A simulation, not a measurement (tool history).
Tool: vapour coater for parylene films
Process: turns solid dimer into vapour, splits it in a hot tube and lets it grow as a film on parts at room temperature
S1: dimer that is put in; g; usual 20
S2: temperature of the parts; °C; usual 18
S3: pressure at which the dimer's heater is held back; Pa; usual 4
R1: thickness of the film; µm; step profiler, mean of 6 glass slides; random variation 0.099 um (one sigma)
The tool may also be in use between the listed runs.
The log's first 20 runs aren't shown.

run 21 hour=222.8 | S1=20 S2=14 S3=3.48 | R1=14.34
run 22 hour=231.4 | S1=20 S2=14 S3=3.48 | R1=14.51
run 23 hour=239.8 | S1=20 S2=13 S3=4 | R1=14.6
run 24 hour=250.9 | S1=16 S2=11 S3=4.29 | R1=12.01
run 25 hour=260.9 | S1=10 S2=18 S3=2.79 | R1=6.6
run 26 hour=273 | S1=17 S2=18 S3=2.16 | R1=11.52
run 27 hour=279.6 | S1=14 S2=25 S3=2.71 | R1=8.15
run 28 hour=290 | S1=10 S2=25 S3=8.72 | R1=5.49
run 29 hour=302.6 | S1=10 S2=25 S3=3.27 | R1=5.69
run 30 hour=312.9 | S1=29 S2=17 S3=2.13 | R1=19.9

3 ways to go on from here, each from the tool as it stands after run 30. What would each give?
run A hour=328.3 | S1=29 S2=17 S3=2.13 | R1=?
run B hour=328.3 | S1=20 S2=12 S3=11.84 | R1=?
run C hour=328.3 | S1=20 S2=18 S3=9.04 | R1=?

run=A R1=19.81
run=B R1=13.9
run=C R1=12.62
Without the tool's hidden state the same runs would have given:
run=A R1=21.55
run=B R1=15.12
run=C R1=13.73
